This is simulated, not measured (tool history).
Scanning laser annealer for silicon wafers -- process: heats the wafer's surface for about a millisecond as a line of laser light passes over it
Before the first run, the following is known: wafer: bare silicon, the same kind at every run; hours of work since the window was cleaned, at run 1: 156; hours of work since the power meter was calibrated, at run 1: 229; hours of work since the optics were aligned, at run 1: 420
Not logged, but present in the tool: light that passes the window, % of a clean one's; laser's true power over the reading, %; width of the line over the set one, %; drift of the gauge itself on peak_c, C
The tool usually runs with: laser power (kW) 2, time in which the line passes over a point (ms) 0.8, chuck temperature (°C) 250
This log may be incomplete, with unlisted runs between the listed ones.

run   hour  laser power (kW)  time in which the line passes over a point (ms)  chuck temperature (°C)  hours of work since the window was cleaned  hours of work since the power meter was calibrated  hours of work since the optics were aligned  highest temperature of the surface (°C)
  1      0                 2                                              0.8                     250                                         156                                                 229                                          420                                     1045
  2   11.7             1.979                                              0.8                     250                                         164                                                 238                                          429                                     1036
  3   19.6             1.979                                              0.8                     250                                         170                                                 243                                          434                                     1035
  4   26.6             1.979                                              0.8                     250                                         175                                                 248                                          439                                     1034
  5   40.6                 2                                              0.8                     250                                         185                                                 259                                          450                                     1045
  6     54                 2                                              0.8                     250                                         195                                                 268                                          459                                     1044
  7   65.6                 2                                              0.8                     250                                         203                                                 277                                          468                                     1045
  8   73.2                 2                                              0.8                     250                                         209                                                 282                                          473                                     1050
  9   84.6                 2                                            0.699                     250                                         217                                                 291                                          482                                      994
 10   98.2                 2                                            0.699                     250                                         227                                                 301                                          492                                      993
 11  106.4                 2                                            0.699                     250                                         233                                                 307                                          498                                      993
 12    120                 2                                              0.8                     253                                         243                                                 317                                          508                                     1048
 13  131.3                 2                                              0.8                     250                                         251                                                 325                                          516                                     1044
 14  143.4                 2                                              0.8                     250                                         260                                                 334                                          525                                     1048
 15  152.1                 2                                            0.936                     250                                         266                                                 340                                          531                                     1111
 16  159.6                 2                                              0.8                     250                                         272                                                 345                                          536                                     1045
 17    167             1.706                                              0.8                     250                                         277                                                 351                                          542                                      916
 18  173.2             2.103                                              0.8                     287                                         282                                                 355                                          546                                     1129
 19  181.8             2.103                                              0.8                     287                                         288                                                 362                                          553                                     1131
 20  191.5             2.011                                            0.847                     250                                         295                                                 369                                          560                                     1073
 21  203.8             2.011                                            0.623                     283                                         304                                                 378                                          569                                      991
 22  216.5             2.046                                            0.659                     250                                         313                                                 387                                          578                                      989
 23  222.9                 2                                            0.926                     229                                         318                                                 392                                          583                                     1087
 24  232.3             2.172                                            0.752                     240                                         325                                                 398                                          590                                     1086
 25  243.3             2.172                                            0.752                     240                                         333                                                 406                                          597                                     1085
 26  253.3             2.172                                            0.752                     240                                         340                                                 414                                          605                                     1085
 27  260.1              1.77                                            0.949                     259                                         345                                                 419                                          610                                     1018
 28  268.9             1.712                                            0.949                     259                                         352                                                 425                                          616                                      989
 29  279.7             1.972                                            0.628                     242                                         359                                                 433                                          624                                      931
 30  286.6             1.972                                            0.628                     242                                         364                                                 438                                          629                                      934
 31  293.5             1.782                                            0.628                     263                                         370                                                 443                                          634                                      881
 32  300.7             1.782                                            0.628                     263                                         375                                                 448                                          639                                      884
 33  308.2             1.782                                            0.628                     263                                         380                                                 454                                          645                                      882
 34  319.3             1.779                                            0.916                     287                                         388                                                 462                                          653                                     1037

Here are 4 independent what-if runs from the current tool condition. What would each one return?
  A  325.7             1.854                                            0.934                     287                                         393                                                 467                                          658                                        ?
  B  325.7             2.129                                            0.639                     216                                         393                                                 467                                          658                                        ?
  C  325.7             2.137                                            0.916                     287                                         393                                                 467                                          658                                        ?
  D  325.7             2.129                                            0.755                     277                                         393                                                 467                                          658                                        ?

run  highest temperature of the surface (°C)
  A                                     1077
  B                                      974
  C                                     1204
  D                                     1099
Stripped of hidden state, with their random variation kept, the same runs would have yielded:
run  highest temperature of the surface (°C)
  A                                     1078
  B                                      975
  C                                     1206
  D                                     1100

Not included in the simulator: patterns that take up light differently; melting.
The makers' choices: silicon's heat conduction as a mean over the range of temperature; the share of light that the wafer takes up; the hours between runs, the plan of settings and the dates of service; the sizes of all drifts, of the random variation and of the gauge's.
